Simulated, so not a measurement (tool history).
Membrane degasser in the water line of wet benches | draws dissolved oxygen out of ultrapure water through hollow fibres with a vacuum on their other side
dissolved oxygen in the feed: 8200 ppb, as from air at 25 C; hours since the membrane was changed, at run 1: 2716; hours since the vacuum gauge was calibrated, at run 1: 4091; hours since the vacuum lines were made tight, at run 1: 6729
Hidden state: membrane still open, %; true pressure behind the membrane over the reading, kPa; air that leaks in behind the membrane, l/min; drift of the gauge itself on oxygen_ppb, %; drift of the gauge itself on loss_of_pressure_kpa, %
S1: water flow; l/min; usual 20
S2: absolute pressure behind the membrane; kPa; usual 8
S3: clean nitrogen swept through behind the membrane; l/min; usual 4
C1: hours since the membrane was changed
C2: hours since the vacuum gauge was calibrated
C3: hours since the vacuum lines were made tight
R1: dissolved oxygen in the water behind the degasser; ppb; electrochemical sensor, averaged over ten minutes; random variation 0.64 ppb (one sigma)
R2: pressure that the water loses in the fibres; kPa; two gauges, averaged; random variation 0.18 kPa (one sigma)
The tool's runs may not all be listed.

run,hour,S1,S2,S3,C1,C2,C3,R1,R2
1,0,20,8,4,2716,4091,6729,74.2,35.34
2,59.1,20,8,4,2775,4151,6788,73.6,35.01
3,181.8,20,8,4,2898,4273,6911,74.7,35.12
# hour 253: seals of the vacuum lines changed
4,288.6,20,8,4,3003,4378,36,73.4,35.25
5,406.9,20,8,4,3121,4496,154,73,35.28
6,498.9,20,8,6.59,3213,4588,246,51.3,35.13
7,599.5,20,8,4,3313,4689,346,72.9,35.03
8,682.5,14,8,4,3396,4772,430,48.4,24.6
9,789.5,14,8,4,3503,4879,537,48.6,24.5
10,911.5,14,8,4,3625,5001,658,47.8,24.73
11,1018.5,26,10.45,3.42,3732,5108,766,155,45.65
12,1095.2,21,10.45,1.89,3809,5185,842,204.7,36.57
13,1168.7,20,5.9,2.08,3883,5258,916,77.9,35.22
14,1288.4,21,6.96,2.08,4002,5378,1035,106.3,36.87
15,1340.6,22,16.13,4,4055,5430,1088,190.1,38.98
16,1430.7,20,11.28,4,4145,5520,1178,114.1,35.36
17,1511.4,20,5.96,4,4225,5601,1258,49.6,35.06
18,1638.8,20,5.32,1.72,4353,5728,1386,74.1,35.25
19,1744,20,7.27,3.18,4458,5833,1491,78.8,35.37
20,1809.5,20,7.27,3.18,4523,5899,1557,76.4,35.18

Forecast each of these 3 alternatives for the next run:
A,1873.1,25,7.27,3.18,4587,5962,1620,?,?
B,1873.1,20,8.04,9.87,4587,5962,1620,?,?
C,1873.1,20,11.43,2.54,4587,5962,1620,?,?

run,R1,R2
A,101,43.92
B,39.1,35.44
C,168.2,35.28
Without the tool's hidden state the same runs would have given:
run,R1,R2
A,96,43.11
B,36.6,34.79
C,163.2,34.62
